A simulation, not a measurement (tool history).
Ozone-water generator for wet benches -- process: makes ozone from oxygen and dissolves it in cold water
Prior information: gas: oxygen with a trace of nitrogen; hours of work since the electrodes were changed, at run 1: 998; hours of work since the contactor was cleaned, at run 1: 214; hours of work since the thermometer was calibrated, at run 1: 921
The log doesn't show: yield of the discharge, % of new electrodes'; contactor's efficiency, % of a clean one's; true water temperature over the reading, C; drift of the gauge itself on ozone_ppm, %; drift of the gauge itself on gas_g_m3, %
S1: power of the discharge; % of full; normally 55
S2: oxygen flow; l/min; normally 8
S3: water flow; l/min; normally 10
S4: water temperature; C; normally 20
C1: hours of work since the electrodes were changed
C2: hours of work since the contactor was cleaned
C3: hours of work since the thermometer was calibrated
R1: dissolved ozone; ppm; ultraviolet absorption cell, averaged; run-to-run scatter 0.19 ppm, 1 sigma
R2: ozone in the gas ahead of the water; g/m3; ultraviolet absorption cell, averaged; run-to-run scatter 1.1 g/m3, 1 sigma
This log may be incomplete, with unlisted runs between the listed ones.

run	day	S1	S2	S3	S4	C1	C2	C3	R1	R2
1	0	55	8	10	20	998	214	921	27.9	197.4
2	3.283	55	4.36	10	20	1048	263	971	30.2	263.2
3	6.829	55	4.36	10	20	1102	317	1024	30.2	263.9
4	10.112	55	4.36	10	20	1152	367	1074	30.4	260.7
5	13.429	55	8	10	20	1202	417	1124	27.4	194.1
6	17.396	55	8	10	20	1262	477	1184	28	193.3
7	20.7	55	8	10	20	1312	527	1235	27.8	193.1
8	23.692	55	8	10	18	1357	573	1280	28.7	192.9
9	25.479	55	8	10	18	1384	600	1307	28.9	193.5
10	29.017	55	5.19	10	20	1438	654	1361	29.5	237.2
11	30.925	55	5.19	10	20	1467	682	1390	29.8	240.1
12	34.167	55	5.19	10	20	1516	732	1439	29.7	236
13	37.788	55	5.19	10	20	1571	786	1494	29.6	237.5
14	40.088	55	4.26	8	20	1606	821	1528	35.3	262.1
15	42.938	55	4.26	8	20	1649	865	1572	35.9	262.3
16	44.612	55	4.26	8	20	1675	890	1597	35.8	262
17	46.362	60	4.26	9	17	1701	916	1624	38.1	279.5
18	47.983	87	4.53	12	20	1726	941	1648	38.9	376.1
19	50.6	62	4.53	13	20	1765	981	1688	27	280
20	53.429	62	4.53	13	20	1808	1024	1731	26.9	278.8
# day 56.008: gauge calibrated
21	57.046	62	13.57	13	24	1863	1078	1786	20.4	168.5
22	60.671	43	5.21	10	15	1918	1133	1840	26.6	194.7
23	62.604	75	13.41	12	21	1947	1163	1870	27.9	197.2
24	65.167	55	8	7	20	1986	1201	1909	33.6	192.8
25	68.562	55	7.91	9	22	2038	1253	1960	28.2	193.4
26	71.592	55	13.2	10	21	2084	1299	2006	23.8	151.5

Alternative continuations, all from the tool just after run 26; predict every row:
A	73.925	55	4.43	14	17	2119	1334	2041	?	?
B	73.925	55	8	10	19	2119	1334	2041	?	?
C	73.925	48	6.69	14	21	2119	1334	2041	?	?
D	73.925	46	8	7	13	2119	1334	2041	?	?

run	R1	R2
A	23.9	260.4
B	28.2	193.6
C	19.7	187.1
D	34.4	166
Without the tool's unlogged condition, the same runs would have read:
run	R1	R2
A	24	262.8
B	28.2	195.4
C	19.7	188.9
D	34.4	167.6

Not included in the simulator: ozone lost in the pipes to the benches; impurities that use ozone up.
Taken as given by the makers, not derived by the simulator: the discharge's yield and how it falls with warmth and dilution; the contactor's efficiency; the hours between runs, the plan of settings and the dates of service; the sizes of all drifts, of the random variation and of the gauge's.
